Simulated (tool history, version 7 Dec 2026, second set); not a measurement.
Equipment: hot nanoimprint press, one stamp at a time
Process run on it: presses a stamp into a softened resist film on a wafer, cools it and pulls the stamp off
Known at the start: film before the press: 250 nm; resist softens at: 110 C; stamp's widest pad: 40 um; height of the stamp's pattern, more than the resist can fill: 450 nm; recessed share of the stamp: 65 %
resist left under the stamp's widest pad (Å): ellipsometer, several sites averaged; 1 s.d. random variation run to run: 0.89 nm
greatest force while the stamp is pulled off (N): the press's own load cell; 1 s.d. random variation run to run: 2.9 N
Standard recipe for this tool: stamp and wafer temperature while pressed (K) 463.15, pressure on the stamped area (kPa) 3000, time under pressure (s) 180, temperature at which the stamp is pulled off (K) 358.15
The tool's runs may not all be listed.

run	day	stamp and wafer temperature while pressed (K)	pressure on the stamped area (kPa)	time under pressure (s)	temperature at which the stamp is pulled off (K)	resist left under the stamp's widest pad (Å)	greatest force while the stamp is pulled off (N)
1	0	463.15	3000	180	358.15	1268	169
2	1.104	463.15	3000	180	358.15	1277	171
3	3.021	463.15	3000	282	358.15	1095	184
4	4.808	463.15	3000	282	358.15	1102	185
5	5.85	463.15	3000	282	358.15	1097	202
# day 6.85: stamp cleaned and given a new release coat
6	7.4	463.15	3000	282	358.15	1114	141
7	9.017	463.15	3000	282	358.15	1111	151
8	10.554	463.15	3000	282	358.15	1123	160
9	11.871	463.15	3000	282	358.15	1138	158
10	13.912	463.15	3000	282	358.15	1138	166
11	15.296	463.15	3000	180	358.15	1330	168
12	16.667	467.15	3000	180	358.15	1183	188
13	17.846	457.15	3000	180	358.15	1588	179
14	19.583	457.15	3000	180	358.15	1612	189
15	20.942	463.15	3000	180	358.15	1352	196
# day 21.279: plate thermocouple calibrated
# day 22.342: stamp cleaned and given a new release coat
16	22.829	463.15	2350	180	350.15	1536	180
17	24.017	473.15	3000	121	358.15	1206	162
18	25.096	457.15	1820	180	347.15	1922	197
19	26.712	456.15	2970	180	360.15	1721	154
20	28.821	463.15	3000	120	359.15	1610	177
21	30.433	463.15	3530	180	364.15	1329	158
22	31.488	455.15	3530	231	364.15	1614	163
# day 32.512: plate thermocouple calibrated, once more
23	33.367	464.15	3180	255	347.15	1055	218
24	34.317	464.15	3180	255	347.15	1056	229
25	35.6	464.15	2150	287	347.15	1219	235
26	36.467	464.15	2150	287	347.15	1214	234
# day 37.921: stamp cleaned and given a new release coat
27	38.638	460.15	3000	322	346.15	1151	185
28	39.721	460.15	3000	322	346.15	1144	190
29	41.054	460.15	3000	322	346.15	1153	198

Below are 3 alternative next runs, each starting from the tool's condition after run 29. Predict each:
A	41.946	475.15	3000	132	346.15	?	?
B	41.946	463.15	1900	316	355.15	?	?
C	41.946	460.15	3000	214	362.15	?	?

run	resist left under the stamp's widest pad (Å)	greatest force while the stamp is pulled off (N)
A	1015	203
B	1289	164
C	1348	134
With the hidden condition removed and each run's random variation left untouched, the same runs would have given:
run	resist left under the stamp's widest pad (Å)	greatest force while the stamp is pulled off (N)
A	961	183
B	1237	147
C	1279	120
